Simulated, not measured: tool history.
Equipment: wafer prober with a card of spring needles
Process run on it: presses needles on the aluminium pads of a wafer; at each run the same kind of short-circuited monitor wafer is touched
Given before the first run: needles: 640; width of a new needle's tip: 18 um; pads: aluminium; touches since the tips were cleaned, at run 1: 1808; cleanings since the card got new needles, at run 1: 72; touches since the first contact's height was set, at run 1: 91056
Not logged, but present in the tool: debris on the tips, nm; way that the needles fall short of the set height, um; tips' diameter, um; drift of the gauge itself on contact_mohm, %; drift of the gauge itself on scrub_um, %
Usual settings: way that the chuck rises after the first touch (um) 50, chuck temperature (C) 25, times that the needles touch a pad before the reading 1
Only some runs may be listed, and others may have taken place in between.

run   hour  way that the chuck rises after the first touch (um)  chuck temperature (C)  times that the needles touch a pad before the reading  touches since the tips were cleaned  cleanings since the card got new needles  touches since the first contact's height was set  resistance of one needle with its contact and lead (mohm)  way that a needle slides on the pad (um)
  1    0.0                                                   50                     25                                                      1                                 1808                                        72                                             91056                                                        408                                     10.38
      16.0  -- tips cleaned on abrasive film
      36.0  -- tips cleaned on abrasive film
  2   40.1                                                   50                     32                                                      1                                 2051                                        74                                            111152                                                        471                                     10.26
      54.0  -- tips cleaned on abrasive film
  3   63.4                                                   50                     32                                                      1                                 4738                                        75                                            122887                                                        630                                     10.23
      72.7  -- tips cleaned on abrasive film
  4   82.2                                                   50                     32                                                      1                                 4784                                        76                                            132304                                                        661                                     10.24
      92.5  -- tips cleaned on abrasive film
     111.6  -- tips cleaned on abrasive film
  5  113.1                                                   50                     32                                                      1                                  746                                        78                                            147787                                                        316                                     10.20
     132.1  -- tips cleaned on abrasive film
  6  146.7                                                   50                     25                                                      1                                 7354                                        79                                            164683                                                        785                                     10.17
     150.9  -- tips cleaned on abrasive film
     170.9  -- tips cleaned on abrasive film
  7  186.0                                                   50                     25                                                      1                                 7631                                        81                                            184399                                                        789                                     10.13
     189.0  -- tips cleaned on abrasive film
     202.0  -- tips cleaned on abrasive film, once more
  8  207.6                                                   50                     28                                                      1                                 2834                                        83                                            195195                                                        542                                     10.07
     221.7  -- tips cleaned on abrasive film
     234.4  -- height of the first contact set anew
  9  237.6                                                   43                     25                                                      1                                 7860                                        84                                              1573                                                        938                                      9.11
     241.2  -- tips cleaned on abrasive film
     261.4  -- tips cleaned on abrasive film
 10  261.4                                                   50                     28                                                      1                                    0                                        86                                             13505                                                        241                                     10.55
     283.0  -- tips cleaned on abrasive film
 11  283.9                                                   64                     25                                                      1                                  466                                        87                                             24788                                                        278                                     13.48
     303.8  -- tips cleaned on abrasive film
 12  320.3                                                   64                     25                                                      1                                 8318                                        88                                             43069                                                        560                                     13.45
     324.5  -- tips cleaned on abrasive film
     342.7  -- tips cleaned on abrasive film
 13  357.3                                                   64                     25                                                      1                                 7341                                        90                                             61641                                                        549                                     13.45
     361.9  -- tips cleaned on abrasive film
     381.3  -- tips cleaned on abrasive film
 14  388.6                                                   64                     25                                                      1                                 3656                                        92                                             77319                                                        423                                     13.38
     401.3  -- tips cleaned on abrasive film
 15  411.9                                                   50                     27                                                      1                                 5324                                        93                                             89024                                                        704                                     10.38
     420.0  -- tips cleaned on abrasive film
 16  434.9                                                   50                     27                                                      1                                 7519                                        94                                            100564                                                        767                                     10.38
     440.4  -- tips cleaned on abrasive film
     460.4  -- tips cleaned on abrasive film
     478.9  -- tips cleaned on abrasive film
 17  478.9                                                   43                     98                                                      1                                    0                                        97                                            122578                                                        276                                      8.83
     498.9  -- tips cleaned on abrasive film
     518.2  -- tips cleaned on abrasive film
 18  522.9                                                   53                     25                                                      2                                 2335                                        99                                            144675                                                        358                                     10.93
     538.7  -- tips cleaned on abrasive film
 19  543.5                                                   59                     25                                                      2                                 2437                                       100                                            155026                                                        343                                     12.19
     557.2  -- tips cleaned on abrasive film
     577.4  -- tips cleaned on abrasive film
 20  577.4                                                   33                     73                                                      2                                    0                                       102                                            172024                                                        275                                      6.57
     597.9  -- tips cleaned on abrasive film
 21  597.9                                                   33                    116                                                      2                                    0                                       103                                            182282                                                        317                                      6.58
     616.1  -- tips cleaned on abrasive film
 22  622.8                                                   45                    116                                                      3                                 3375                                       104                                            194799                                                        379                                      9.09
     634.8  -- tips cleaned on abrasive film
 23  644.0                                                   36                     25                                                      2                                 4638                                       105                                            205445                                                        793                                      7.17
     651.2  -- height of the first contact set anew
     654.8  -- tips cleaned on abrasive film
     675.9  -- tips cleaned on abrasive film
 24  688.7                                                   41                     29                                                      2                                 6500                                       107                                             18832                                                        718                                      8.69
     696.0  -- tips cleaned on abrasive film
     714.3  -- tips cleaned on abrasive film
 25  722.6                                                   41                     29                                                      2                                 4213                                       109                                             35815                                                        581                                      8.62
     732.3  -- tips cleaned on abrasive film
 26  747.5                                                   41                     29                                                      2                                 7635                                       110                                             48296                                                        726                                      8.58
     750.9  -- tips cleaned on abrasive film
     769.4  -- tips cleaned on abrasive film
 27  775.5                                                   41                     68                                                      2                                 3089                                       112                                             62331                                                        523                                      8.53
     787.9  -- tips cleaned on abrasive film
     807.5  -- tips cleaned on abrasive film
 28  820.4                                                   50                     31                                                      1                                 6510                                       114                                             84863                                                        774                                     10.45
     827.9  -- tips cleaned on abrasive film
 29  838.8                                                   50                     31                                                      1                                 5466                                       115                                             94069                                                        733                                     10.41
     847.8  -- tips cleaned on abrasive film
     865.7  -- tips cleaned on abrasive film
 30  866.8                                                   50                     31                                                      1                                  545                                       117                                            108120                                                        316                                     10.34

4 options for the next run, each taken on its own from the tool as it stands now. Forecast them:
     884.9  -- tips cleaned on abrasive film
     903.1  -- tips cleaned on abrasive film
  A  910.8                                                   40                     26                                                      2                                 3858                                       119                                            130170                                                          ?                                         ?
     884.9  -- tips cleaned on abrasive film
     903.1  -- tips cleaned on abrasive film
  B  910.8                                                   49                     80                                                      2                                 3858                                       119                                            130170                                                          ?                                         ?
     884.9  -- tips cleaned on abrasive film
     903.1  -- tips cleaned on abrasive film
  C  910.8                                                   62                     25                                                      1                                 3858                                       119                                            130170                                                          ?                                         ?
     884.9  -- tips cleaned on abrasive film
     903.1  -- tips cleaned on abrasive film
  D  910.8                                                   50                     25                                                      2                                 3858                                       119                                            130170                                                          ?                                         ?

run  resistance of one needle with its contact and lead (mohm)  way that a needle slides on the pad (um)
  A                                                        598                                      8.19
  B                                                        454                                     10.10
  C                                                        477                                     12.82
  D                                                        461                                     10.28
Had the tool no hidden state, the same runs would have come out as:
run  resistance of one needle with its contact and lead (mohm)  way that a needle slides on the pad (um)
  A                                                        202                                      8.48
  B                                                        209                                     10.39
  C                                                        196                                     13.11
  D                                                        201                                     10.57
